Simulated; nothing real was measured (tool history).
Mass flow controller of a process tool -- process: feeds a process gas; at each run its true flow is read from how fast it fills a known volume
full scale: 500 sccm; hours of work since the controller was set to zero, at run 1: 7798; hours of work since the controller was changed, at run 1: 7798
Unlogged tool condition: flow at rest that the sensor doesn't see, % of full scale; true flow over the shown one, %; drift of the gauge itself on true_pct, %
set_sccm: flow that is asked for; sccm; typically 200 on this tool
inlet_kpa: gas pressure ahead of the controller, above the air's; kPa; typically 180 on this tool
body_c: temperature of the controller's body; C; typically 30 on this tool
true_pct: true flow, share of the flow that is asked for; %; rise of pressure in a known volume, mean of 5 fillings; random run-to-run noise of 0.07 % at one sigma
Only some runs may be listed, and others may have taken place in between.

run	hour	set_sccm	inlet_kpa	body_c	hours of work since the controller was set to zero	hours of work since the controller was changed	true_pct
1	0.0	200	180	30	7798	7798	93.10
2	189.3	200	180	30	7879	7879	92.94
# hour 202.4: controller exchanged for a calibrated one
3	382.8	72	180	30	77	77	97.96
4	625.3	72	180	30	180	180	97.97
5	840.8	200	180	30	271	271	98.55
6	1084.8	200	180	29	375	375	98.58
7	1183.5	200	180	29	417	417	98.53
8	1333.0	200	180	35	481	481	98.31
9	1439.0	200	180	35	526	526	98.27
10	1654.7	123	180	30	617	617	98.02
11	1862.9	123	180	30	706	706	97.88
12	2050.0	123	180	29	785	785	97.75
13	2270.7	123	180	29	879	879	97.82
14	2381.5	123	180	29	926	926	97.61
15	2560.3	123	180	29	1002	1002	97.60
16	2757.5	123	180	29	1086	1086	97.61
17	2867.6	123	180	29	1133	1133	97.62
18	3055.1	123	180	29	1212	1212	97.57
19	3287.4	200	180	33	1311	1311	97.75
20	3461.1	200	180	30	1385	1385	97.77
21	3582.8	200	180	30	1437	1437	97.74
22	3784.8	200	180	30	1523	1523	97.71
23	4028.9	117	180	22	1626	1626	97.35
24	4240.8	117	180	22	1716	1716	97.30
25	4346.1	117	180	22	1761	1761	97.18
26	4472.3	63	151	30	1815	1815	96.42
27	4631.3	135	180	30	1882	1882	97.03
28	4793.4	200	180	37	1951	1951	97.17
29	4974.9	200	180	37	2028	2028	97.09
30	5162.3	200	180	21	2108	2108	97.42
31	5283.7	200	180	32	2160	2160	97.18
32	5432.0	200	180	32	2223	2223	97.23
33	5578.4	200	250	31	2285	2285	97.18
34	5749.6	117	256	22	2358	2358	96.73
35	5991.6	117	256	22	2460	2460	96.66
36	6176.7	60	185	24	2539	2539	95.73
37	6313.5	280	241	28	2597	2597	97.28
38	6531.3	148	182	30	2690	2690	96.61
39	6639.4	122	182	40	2736	2736	96.01
40	6765.6	200	203	24	2789	2789	96.88

Forecast each of these 4 alternatives for the next run:
A	6898.8	200	203	28	2846	2846	?
B	6898.8	200	203	27	2846	2846	?
C	6898.8	189	203	24	2846	2846	?
D	6898.8	200	183	29	2846	2846	?

run	true_pct
A	96.73
B	96.92
C	96.84
D	96.70
Take away the tool's hidden state, keep each run's random variation, and the runs would have read:
run	true_pct
A	98.72
B	98.91
C	98.86
D	98.69

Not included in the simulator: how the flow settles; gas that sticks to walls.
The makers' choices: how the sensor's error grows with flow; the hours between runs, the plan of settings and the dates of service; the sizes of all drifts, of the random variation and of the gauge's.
